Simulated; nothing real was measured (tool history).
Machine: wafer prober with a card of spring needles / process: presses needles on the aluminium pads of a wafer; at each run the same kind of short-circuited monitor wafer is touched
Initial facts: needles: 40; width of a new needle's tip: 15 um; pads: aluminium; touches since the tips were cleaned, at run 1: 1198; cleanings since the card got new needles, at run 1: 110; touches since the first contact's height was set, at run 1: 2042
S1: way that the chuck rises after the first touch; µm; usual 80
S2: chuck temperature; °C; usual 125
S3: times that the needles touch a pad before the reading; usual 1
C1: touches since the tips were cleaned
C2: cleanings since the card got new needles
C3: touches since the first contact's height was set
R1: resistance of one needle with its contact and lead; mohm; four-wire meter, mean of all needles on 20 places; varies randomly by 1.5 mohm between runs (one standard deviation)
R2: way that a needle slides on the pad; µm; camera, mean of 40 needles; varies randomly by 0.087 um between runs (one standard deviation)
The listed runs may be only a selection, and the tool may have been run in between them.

run,hour,S1,S2,S3,C1,C2,C3,R1,R2
1,0,80,125,1,1198,110,2042,132,13.12
# hour 2.5: tips cleaned on abrasive film
# hour 8.6: tips cleaned on abrasive film
# hour 14.6: tips cleaned on abrasive film
# hour 20.7: tips cleaned on abrasive film
# hour 26.8: tips cleaned on abrasive film
# hour 32.8: tips cleaned on abrasive film
# hour 38.9: tips cleaned on abrasive film
# hour 45: tips cleaned on abrasive film
# hour 51: tips cleaned on abrasive film
# hour 57.1: tips cleaned on abrasive film
# hour 63.2: tips cleaned on abrasive film
# hour 69.3: tips cleaned on abrasive film
# hour 75.3: tips cleaned on abrasive film
# hour 81.4: tips cleaned on abrasive film
2,84.1,80,125,1,942,124,31292,133,13.09
# hour 86.5: tips cleaned on abrasive film
# hour 92.6: tips cleaned on abrasive film
# hour 97.5: tips cleaned on abrasive film
# hour 103.6: tips cleaned on abrasive film
# hour 109.6: tips cleaned on abrasive film
# hour 114.5: tips cleaned on abrasive film
# hour 120.6: tips cleaned on abrasive film
# hour 126.6: tips cleaned on abrasive film
# hour 131.5: tips cleaned on abrasive film
# hour 137.6: tips cleaned on abrasive film
# hour 143.7: tips cleaned on abrasive film
# hour 148.5: tips cleaned on abrasive film
# hour 154.6: tips cleaned on abrasive film
# hour 160.7: tips cleaned on abrasive film
3,160.7,80,125,1,17,138,57928,134,13.15
# hour 165.6: tips cleaned on abrasive film
# hour 171.7: tips cleaned on abrasive film
# hour 177.7: tips cleaned on abrasive film
# hour 182.6: tips cleaned on abrasive film
# hour 188.7: tips cleaned on abrasive film
# hour 194.7: tips cleaned on abrasive film
# hour 200.8: tips cleaned on abrasive film
# hour 206.9: tips cleaned on abrasive film
# hour 213: tips cleaned on abrasive film
4,215,80,125,2,722,147,76817,134,13.14
# hour 218.7: tips cleaned on abrasive film
# hour 224.7: tips cleaned on abrasive film
# hour 230.8: tips cleaned on abrasive film
# hour 236.9: tips cleaned on abrasive film
# hour 243: tips cleaned on abrasive film
# hour 247.8: tips cleaned on abrasive film
# hour 253.9: tips cleaned on abrasive film
# hour 260: tips cleaned on abrasive film
# hour 266: tips cleaned on abrasive film
# hour 272.1: tips cleaned on abrasive film
# hour 277: tips cleaned on abrasive film
5,277.5,80,79,1,188,158,98553,127,13.11
# hour 282.4: tips cleaned on abrasive film
# hour 288.5: tips cleaned on abrasive film
# hour 294.5: tips cleaned on abrasive film
# hour 299.4: tips cleaned on abrasive film
# hour 305.5: tips cleaned on abrasive film
# hour 311.5: tips cleaned on abrasive film
# hour 316.4: tips cleaned on abrasive film
# hour 322.5: tips cleaned on abrasive film
# hour 328.6: tips cleaned on abrasive film
# hour 334.6: tips cleaned on abrasive film
# hour 340.7: tips cleaned on abrasive film
# hour 346.8: tips cleaned on abrasive film
# hour 352.8: tips cleaned on abrasive film
# hour 358.9: tips cleaned on abrasive film
# hour 365: tips cleaned on abrasive film
6,368,80,40,1,1085,173,130060,124,13.1
# hour 370.5: tips cleaned on abrasive film
# hour 376.6: tips cleaned on abrasive film
# hour 381.5: tips cleaned on abrasive film
# hour 387.5: tips cleaned on abrasive film
# hour 393.6: tips cleaned on abrasive film
# hour 398.5: tips cleaned on abrasive film
# hour 404.6: tips cleaned on abrasive film
# hour 410.6: tips cleaned on abrasive film
# hour 416.7: tips cleaned on abrasive film
# hour 421.6: tips cleaned on abrasive film
# hour 427.2: tips cleaned on abrasive film
7,427.2,69,125,1,0,184,150598,139,11.27
# hour 433.2: tips cleaned on abrasive film
# hour 439.3: tips cleaned on abrasive film
# hour 445.4: tips cleaned on abrasive film
# hour 451.5: tips cleaned on abrasive film
# hour 457.5: tips cleaned on abrasive film
# hour 463.6: tips cleaned on abrasive film
# hour 469.7: tips cleaned on abrasive film
# hour 475.7: tips cleaned on abrasive film
# hour 481.8: tips cleaned on abrasive film
# hour 487.9: tips cleaned on abrasive film
# hour 492.8: tips cleaned on abrasive film
# hour 498.8: tips cleaned on abrasive film
# hour 504.9: tips cleaned on abrasive film
# hour 511: tips cleaned on abrasive film
# hour 517: tips cleaned on abrasive film
# hour 523.1: tips cleaned on abrasive film
8,527.2,62,99,1,1465,200,185442,135,10.23
# hour 528.5: tips cleaned on abrasive film
# hour 534.6: tips cleaned on abrasive film
# hour 540.7: tips cleaned on abrasive film
# hour 546.7: tips cleaned on abrasive film
# hour 552.8: tips cleaned on abrasive film
# hour 557.7: tips cleaned on abrasive film
# hour 563.8: tips cleaned on abrasive film
# hour 569.8: tips cleaned on abrasive film
# hour 575.9: tips cleaned on abrasive film
# hour 580.8: tips cleaned on abrasive film
# hour 586.8: tips cleaned on abrasive film
# hour 592.9: tips cleaned on abrasive film
# hour 597.8: tips cleaned on abrasive film
# hour 603.8: tips cleaned on abrasive film
# hour 609.9: tips cleaned on abrasive film
9,611.3,62,27,2,487,215,214658,123,10.07
# hour 615: tips cleaned on abrasive film
# hour 621: tips cleaned on abrasive film
# hour 627.1: tips cleaned on abrasive film
# hour 633.2: tips cleaned on abrasive film
# hour 639.3: tips cleaned on abrasive film
# hour 645.3: tips cleaned on abrasive film
# hour 645.6: height of the first contact set anew
# hour 651.7: tips cleaned on abrasive film
# hour 656.6: tips cleaned on abrasive film
# hour 662.6: tips cleaned on abrasive film
# hour 668.7: tips cleaned on abrasive film
# hour 674.8: tips cleaned on abrasive film
# hour 680.8: tips cleaned on abrasive film
# hour 686.9: tips cleaned on abrasive film
10,689.3,62,27,2,829,228,15194,123,10.37
# hour 692.9: tips cleaned on abrasive film
# hour 699: tips cleaned on abrasive film
# hour 705.1: tips cleaned on abrasive film
# hour 711.1: tips cleaned on abrasive film
# hour 717.2: tips cleaned on abrasive film
# hour 723.3: tips cleaned on abrasive film
# hour 729.4: tips cleaned on abrasive film
# hour 735.4: tips cleaned on abrasive film
# hour 741.5: tips cleaned on abrasive film
# hour 746.4: tips cleaned on abrasive film
# hour 752.4: tips cleaned on abrasive film
11,757.2,76,47,1,1685,239,38850,125,12.59
# hour 758.5: tips cleaned on abrasive film
# hour 763.4: tips cleaned on abrasive film
# hour 769.4: tips cleaned on abrasive film
# hour 775.5: tips cleaned on abrasive film
# hour 781.6: tips cleaned on abrasive film
# hour 786.5: tips cleaned on abrasive film
# hour 792.5: tips cleaned on abrasive film
# hour 798.6: tips cleaned on abrasive film
# hour 804.7: tips cleaned on abrasive film
# hour 810.7: tips cleaned on abrasive film
# hour 816.8: tips cleaned on abrasive film
12,818,61,47,1,439,250,59992,127,9.99
# hour 821.7: tips cleaned on abrasive film
# hour 827.8: tips cleaned on abrasive film
# hour 833.9: tips cleaned on abrasive film
# hour 839.9: tips cleaned on abrasive film
# hour 846: tips cleaned on abrasive film
# hour 850.9: tips cleaned on abrasive film
# hour 857: tips cleaned on abrasive film
# hour 863: tips cleaned on abrasive film
# hour 869.1: tips cleaned on abrasive film
13,869.4,61,47,1,109,259,77847,128,10.07
# hour 874.3: tips cleaned on abrasive film
# hour 880.3: tips cleaned on abrasive film
# hour 886.4: tips cleaned on abrasive film
# hour 892.5: tips cleaned on abrasive film
# hour 898.6: tips cleaned on abrasive film
# hour 904.6: tips cleaned on abrasive film
# hour 910.7: tips cleaned on abrasive film
# hour 916.8: tips cleaned on abrasive film
14,919.4,61,47,1,930,267,95255,128,9.87

Branching from run 14: 5 alternative next runs. What would each branch give?
# hour 921.9: tips cleaned on abrasive film
# hour 927.9: tips cleaned on abrasive film
# hour 934: tips cleaned on abrasive film
# hour 938.9: tips cleaned on abrasive film
# hour 950.9: card fitted with new needles
# hour 957: tips cleaned on abrasive film
# hour 963: tips cleaned on abrasive film
# hour 969.1: tips cleaned on abrasive film
# hour 975.2: tips cleaned on abrasive film
# hour 981.2: tips cleaned on abrasive film
# hour 986.1: tips cleaned on abrasive film
# hour 992.2: tips cleaned on abrasive film
# hour 997.1: tips cleaned on abrasive film
A,999.7,80,125,2,925,8,16980,?,?
# hour 921.9: tips cleaned on abrasive film
# hour 927.9: tips cleaned on abrasive film
# hour 934: tips cleaned on abrasive film
# hour 938.9: tips cleaned on abrasive film
# hour 950.9: card fitted with new needles
# hour 957: tips cleaned on abrasive film
# hour 963: tips cleaned on abrasive film
# hour 969.1: tips cleaned on abrasive film
# hour 975.2: tips cleaned on abrasive film
# hour 981.2: tips cleaned on abrasive film
# hour 986.1: tips cleaned on abrasive film
# hour 992.2: tips cleaned on abrasive film
# hour 997.1: tips cleaned on abrasive film
B,999.7,61,67,2,925,8,16980,?,?
# hour 921.9: tips cleaned on abrasive film
# hour 927.9: tips cleaned on abrasive film
# hour 934: tips cleaned on abrasive film
# hour 938.9: tips cleaned on abrasive film
# hour 950.9: card fitted with new needles
# hour 957: tips cleaned on abrasive film
# hour 963: tips cleaned on abrasive film
# hour 969.1: tips cleaned on abrasive film
# hour 975.2: tips cleaned on abrasive film
# hour 981.2: tips cleaned on abrasive film
# hour 986.1: tips cleaned on abrasive film
# hour 992.2: tips cleaned on abrasive film
# hour 997.1: tips cleaned on abrasive film
C,999.7,62,66,1,925,8,16980,?,?
# hour 921.9: tips cleaned on abrasive film
# hour 927.9: tips cleaned on abrasive film
# hour 934: tips cleaned on abrasive film
# hour 938.9: tips cleaned on abrasive film
# hour 950.9: card fitted with new needles
# hour 957: tips cleaned on abrasive film
# hour 963: tips cleaned on abrasive film
# hour 969.1: tips cleaned on abrasive film
# hour 975.2: tips cleaned on abrasive film
# hour 981.2: tips cleaned on abrasive film
# hour 986.1: tips cleaned on abrasive film
# hour 992.2: tips cleaned on abrasive film
# hour 997.1: tips cleaned on abrasive film
D,999.7,63,62,2,925,8,16980,?,?
# hour 921.9: tips cleaned on abrasive film
# hour 927.9: tips cleaned on abrasive film
# hour 934: tips cleaned on abrasive film
# hour 938.9: tips cleaned on abrasive film
# hour 950.9: card fitted with new needles
# hour 957: tips cleaned on abrasive film
# hour 963: tips cleaned on abrasive film
# hour 969.1: tips cleaned on abrasive film
# hour 975.2: tips cleaned on abrasive film
# hour 981.2: tips cleaned on abrasive film
# hour 986.1: tips cleaned on abrasive film
# hour 992.2: tips cleaned on abrasive film
# hour 997.1: tips cleaned on abrasive film
E,999.7,88,65,1,925,8,16980,?,?

run,R1,R2
A,134,13.27
B,131,10.06
C,130,10.08
D,129,10.29
E,122,14.27
Had the tool no hidden state, the same runs would have come out as:
run,R1,R2
A,134,13.27
B,131,10.06
C,130,10.08
D,129,10.29
E,122,14.27
